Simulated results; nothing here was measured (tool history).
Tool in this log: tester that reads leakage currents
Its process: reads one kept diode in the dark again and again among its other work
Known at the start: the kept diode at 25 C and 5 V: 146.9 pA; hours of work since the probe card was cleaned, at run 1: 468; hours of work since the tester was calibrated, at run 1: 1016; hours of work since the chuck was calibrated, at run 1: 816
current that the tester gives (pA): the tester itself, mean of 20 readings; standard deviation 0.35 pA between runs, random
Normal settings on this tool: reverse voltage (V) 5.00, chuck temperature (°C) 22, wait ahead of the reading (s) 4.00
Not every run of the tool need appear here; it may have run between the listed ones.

run    hour  reverse voltage (V)  chuck temperature (°C)  wait ahead of the reading (s)  hours of work since the probe card was cleaned  hours of work since the tester was calibrated  hours of work since the chuck was calibrated  current that the tester gives (pA)
  1     0.0                 5.00                      22                           4.00                                             468                                           1016                                           816                              118.48
  2    59.1                 5.00                      22                           4.00                                             504                                           1052                                           853                              119.11
  3   105.2                 5.00                      22                           4.00                                             533                                           1081                                           882                              119.44
  4   131.3                 5.00                      22                           4.00                                             549                                           1097                                           898                              118.91
  5   188.5                 5.00                      22                           4.00                                             584                                           1132                                           933                              118.91
  6   220.7                 5.00                      22                           4.00                                             604                                           1152                                           953                              119.91
  7   263.6                 5.00                      22                           4.00                                             631                                           1179                                           980                              119.98
  8   305.7                 5.00                      22                           4.00                                             657                                           1205                                          1006                              120.32
  9   356.9                 5.00                      22                           4.00                                             689                                           1237                                          1037                              120.05
 10   410.9                 5.00                      22                           4.00                                             722                                           1270                                          1071                              120.31
      463.1  -- chuck's temperature calibrated
 11   463.1                 5.00                      22                           4.00                                             753                                           1301                                             0                              113.97
 12   520.2                 5.00                      22                           4.00                                             789                                           1337                                            35                              113.88
 13   567.1                 5.00                      22                           4.00                                             818                                           1366                                            64                              113.58
 14   627.0                 7.17                      22                           4.00                                             855                                           1403                                           102                              133.32
 15   656.0                 7.17                      22                           4.00                                             873                                           1421                                           119                              133.47
 16   705.3                 7.17                      22                           4.00                                             903                                           1451                                           150                              133.52
 17   752.9                 7.17                      22                           4.00                                             933                                           1481                                           180                              133.29
 18   801.1                 5.00                      22                           4.00                                             963                                           1511                                           209                              114.85
 19   832.0                 5.00                      22                           4.87                                             982                                           1530                                           228                              115.24
 20   870.3                 5.00                      22                           0.40                                            1005                                           1554                                           252                              118.79
 21   894.5                 7.55                      59                           0.94                                            1020                                           1569                                           267                             2003.16
 22   953.6                 1.54                      59                           0.94                                            1057                                           1605                                           304                             1039.50
 23   998.2                 1.21                      31                           1.48                                            1085                                           1633                                           331                              129.43
 24  1035.0                 6.98                      28                           1.44                                            1107                                           1656                                           354                              215.55
 25  1075.3                 6.98                      28                           1.44                                            1132                                           1681                                           379                              215.92
 26  1117.5                10.79                      22                           1.21                                            1159                                           1707                                           405                              163.55
 27  1162.2                10.79                      22                           1.21                                            1186                                           1734                                           433                              163.96
 28  1221.8                 5.00                      24                           4.00                                            1223                                           1771                                           470                              137.05
 29  1263.5                 5.00                      24                           4.00                                            1249                                           1797                                           496                              136.37
 30  1319.3                 5.00                      24                           0.38                                            1283                                           1832                                           530                              140.24
 31  1370.6                 5.00                      24                           0.38                                            1315                                           1863                                           562                              140.88
 32  1417.8                 1.11                      22                           0.38                                            1345                                           1893                                           591                               62.88
 33  1455.2                 1.68                      22                           1.07                                            1368                                           1916                                           615                               74.33
 34  1480.3                16.87                      22                           4.31                                            1383                                           1931                                           630                              199.80
 35  1520.0                 3.21                      30                           4.00                                            1408                                           1956                                           655                              183.06
 36  1563.7                 5.00                      25                           4.00                                            1435                                           1983                                           682                              149.71
 37  1595.5                 1.17                      49                           9.66                                            1455                                           2003                                           701                              480.96
 38  1653.2                 2.51                      32                           9.66                                            1490                                           2039                                           737                              193.17
     1702.0  -- tester calibrated
 39  1703.9                 1.99                      22                           4.00                                            1521                                              1                                           767                               81.81

Consider 4 possible next runs. They are alternatives, not a sequence: every one starts from the tool as it was left by run 39. What does each give?
  A  1752.9                 5.00                      40                           9.35                                            1551                                             31                                           798                                   ?
  B  1752.9                 1.99                      46                           4.00                                            1551                                             31                                           798                                   ?
  C  1752.9                 2.40                      20                           4.60                                            1551                                             31                                           798                                   ?
  D  1752.9                 1.64                      22                           4.00                                            1551                                             31                                           798                                   ?

run  current that the tester gives (pA)
  A                              485.25
  B                              502.75
  C                               75.95
  D                               75.91
With the hidden condition removed and each run's random variation left untouched, the same runs would have given:
run  current that the tester gives (pA)
  A                              468.50
  B                              487.50
  C                               72.25
  D                               72.61
